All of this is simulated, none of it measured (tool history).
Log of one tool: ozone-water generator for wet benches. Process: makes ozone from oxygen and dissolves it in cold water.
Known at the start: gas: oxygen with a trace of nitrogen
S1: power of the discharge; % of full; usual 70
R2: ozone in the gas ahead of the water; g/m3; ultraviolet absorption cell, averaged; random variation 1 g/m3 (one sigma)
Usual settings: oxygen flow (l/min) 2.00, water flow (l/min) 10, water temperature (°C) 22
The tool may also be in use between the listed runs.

{"run": 1, "hour": 0.0, "S1": 70, "oxygen flow (l/min)": 2.0, "water flow (l/min)": 10, "water temperature (°C)": 22, "dissolved ozone (ppm)": 17.3, "R2": 177.5}
{"run": 2, "hour": 26.8, "S1": 70, "oxygen flow (l/min)": 2.0, "water flow (l/min)": 10, "water temperature (°C)": 22, "dissolved ozone (ppm)": 17.2, "R2": 177.3}
{"run": 3, "hour": 62.6, "S1": 70, "oxygen flow (l/min)": 2.0, "water flow (l/min)": 10, "water temperature (°C)": 22, "dissolved ozone (ppm)": 17.3, "R2": 176.7}
{"run": 4, "hour": 89.5, "S1": 70, "oxygen flow (l/min)": 3.32, "water flow (l/min)": 10, "water temperature (°C)": 22, "dissolved ozone (ppm)": 18.5, "R2": 146.2}
{"run": 5, "hour": 109.6, "S1": 70, "oxygen flow (l/min)": 2.0, "water flow (l/min)": 10, "water temperature (°C)": 22, "dissolved ozone (ppm)": 17.1, "R2": 177.7}
{"run": 6, "hour": 144.0, "S1": 70, "oxygen flow (l/min)": 2.0, "water flow (l/min)": 10, "water temperature (°C)": 22, "dissolved ozone (ppm)": 16.9, "R2": 175.4}
{"run": 7, "hour": 167.5, "S1": 70, "oxygen flow (l/min)": 2.0, "water flow (l/min)": 10, "water temperature (°C)": 22, "dissolved ozone (ppm)": 17.0, "R2": 178.7}
{"run": 8, "hour": 186.8, "S1": 70, "oxygen flow (l/min)": 2.0, "water flow (l/min)": 7, "water temperature (°C)": 22, "dissolved ozone (ppm)": 21.9, "R2": 176.1}
{"run": 9, "hour": 229.2, "S1": 70, "oxygen flow (l/min)": 2.0, "water flow (l/min)": 7, "water temperature (°C)": 22, "dissolved ozone (ppm)": 21.9, "R2": 178.4}
{"run": 10, "hour": 254.9, "S1": 70, "oxygen flow (l/min)": 1.11, "water flow (l/min)": 7, "water temperature (°C)": 22, "dissolved ozone (ppm)": 19.5, "R2": 223.0}
{"run": 11, "hour": 272.1, "S1": 70, "oxygen flow (l/min)": 1.11, "water flow (l/min)": 7, "water temperature (°C)": 22, "dissolved ozone (ppm)": 19.6, "R2": 222.5}
{"run": 12, "hour": 293.5, "S1": 70, "oxygen flow (l/min)": 1.11, "water flow (l/min)": 7, "water temperature (°C)": 22, "dissolved ozone (ppm)": 19.5, "R2": 220.5}
{"run": 13, "hour": 327.1, "S1": 70, "oxygen flow (l/min)": 1.11, "water flow (l/min)": 7, "water temperature (°C)": 22, "dissolved ozone (ppm)": 19.5, "R2": 222.7}
{"run": 14, "hour": 348.0, "S1": 70, "oxygen flow (l/min)": 1.11, "water flow (l/min)": 7, "water temperature (°C)": 22, "dissolved ozone (ppm)": 19.7, "R2": 223.6}
{"hour": 358.4, "done": "water thermometer calibrated"}
{"run": 15, "hour": 367.9, "S1": 70, "oxygen flow (l/min)": 1.11, "water flow (l/min)": 7, "water temperature (°C)": 22, "dissolved ozone (ppm)": 19.5, "R2": 222.0}
{"run": 16, "hour": 401.3, "S1": 70, "oxygen flow (l/min)": 1.11, "water flow (l/min)": 7, "water temperature (°C)": 22, "dissolved ozone (ppm)": 19.3, "R2": 220.4}
{"run": 17, "hour": 422.5, "S1": 91, "oxygen flow (l/min)": 2.87, "water flow (l/min)": 7, "water temperature (°C)": 22, "dissolved ozone (ppm)": 27.8, "R2": 192.4}
{"run": 18, "hour": 443.4, "S1": 59, "oxygen flow (l/min)": 1.86, "water flow (l/min)": 11, "water temperature (°C)": 29, "dissolved ozone (ppm)": 12.1, "R2": 157.3}
{"run": 19, "hour": 484.4, "S1": 97, "oxygen flow (l/min)": 3.17, "water flow (l/min)": 10, "water temperature (°C)": 22, "dissolved ozone (ppm)": 23.9, "R2": 191.9}
{"run": 20, "hour": 513.2, "S1": 70, "oxygen flow (l/min)": 1.57, "water flow (l/min)": 10, "water temperature (°C)": 16, "dissolved ozone (ppm)": 17.3, "R2": 193.3}
{"run": 21, "hour": 530.9, "S1": 70, "oxygen flow (l/min)": 1.57, "water flow (l/min)": 10, "water temperature (°C)": 16, "dissolved ozone (ppm)": 17.3, "R2": 194.7}
{"run": 22, "hour": 570.4, "S1": 72, "oxygen flow (l/min)": 1.02, "water flow (l/min)": 7, "water temperature (°C)": 16, "dissolved ozone (ppm)": 21.0, "R2": 233.0}
{"hour": 588.4, "done": "water thermometer calibrated, once more"}
{"run": 23, "hour": 607.0, "S1": 70, "oxygen flow (l/min)": 1.31, "water flow (l/min)": 10, "water temperature (°C)": 28, "dissolved ozone (ppm)": 14.1, "R2": 208.4}
{"run": 24, "hour": 629.9, "S1": 42, "oxygen flow (l/min)": 2.0, "water flow (l/min)": 10, "water temperature (°C)": 22, "dissolved ozone (ppm)": 10.8, "R2": 112.6}
{"run": 25, "hour": 649.1, "S1": 42, "oxygen flow (l/min)": 2.0, "water flow (l/min)": 6, "water temperature (°C)": 22, "dissolved ozone (ppm)": 15.5, "R2": 114.3}
{"run": 26, "hour": 674.1, "S1": 42, "oxygen flow (l/min)": 2.0, "water flow (l/min)": 6, "water temperature (°C)": 22, "dissolved ozone (ppm)": 15.7, "R2": 113.3}
{"run": 27, "hour": 700.1, "S1": 68, "oxygen flow (l/min)": 1.55, "water flow (l/min)": 11, "water temperature (°C)": 27, "dissolved ozone (ppm)": 13.6, "R2": 188.2}
{"run": 28, "hour": 731.9, "S1": 68, "oxygen flow (l/min)": 1.55, "water flow (l/min)": 11, "water temperature (°C)": 27, "dissolved ozone (ppm)": 13.4, "R2": 188.8}
{"run": 29, "hour": 751.4, "S1": 75, "oxygen flow (l/min)": 2.0, "water flow (l/min)": 10, "water temperature (°C)": 22, "dissolved ozone (ppm)": 17.9, "R2": 186.4}

Forecast each of these 4 alternatives for the next run:
{"run": "A", "hour": 786.1, "S1": 98, "oxygen flow (l/min)": 2.0, "water flow (l/min)": 10, "water temperature (°C)": 22, "dissolved ozone (ppm)": "?", "R2": "?"}
{"run": "B", "hour": 786.1, "S1": 70, "oxygen flow (l/min)": 2.56, "water flow (l/min)": 10, "water temperature (°C)": 28, "dissolved ozone (ppm)": "?", "R2": "?"}
{"run": "C", "hour": 786.1, "S1": 70, "oxygen flow (l/min)": 2.68, "water flow (l/min)": 10, "water temperature (°C)": 22, "dissolved ozone (ppm)": "?", "R2": "?"}
{"run": "D", "hour": 786.1, "S1": 86, "oxygen flow (l/min)": 2.0, "water flow (l/min)": 10, "water temperature (°C)": 22, "dissolved ozone (ppm)": "?", "R2": "?"}

run=A dissolved_ozone_(ppm)=22.5 R2=232.4
run=B dissolved_ozone_(ppm)=16.1 R2=160.7
run=C dissolved_ozone_(ppm)=17.7 R2=156.4
run=D dissolved_ozone_(ppm)=20.2 R2=209.4
Without the tool's hidden state the same runs would have given:
run=A dissolved_ozone_(ppm)=23.5 R2=242.5
run=B dissolved_ozone_(ppm)=16.7 R2=166.0
run=C dissolved_ozone_(ppm)=18.3 R2=161.6
run=D dissolved_ozone_(ppm)=21.1 R2=217.6

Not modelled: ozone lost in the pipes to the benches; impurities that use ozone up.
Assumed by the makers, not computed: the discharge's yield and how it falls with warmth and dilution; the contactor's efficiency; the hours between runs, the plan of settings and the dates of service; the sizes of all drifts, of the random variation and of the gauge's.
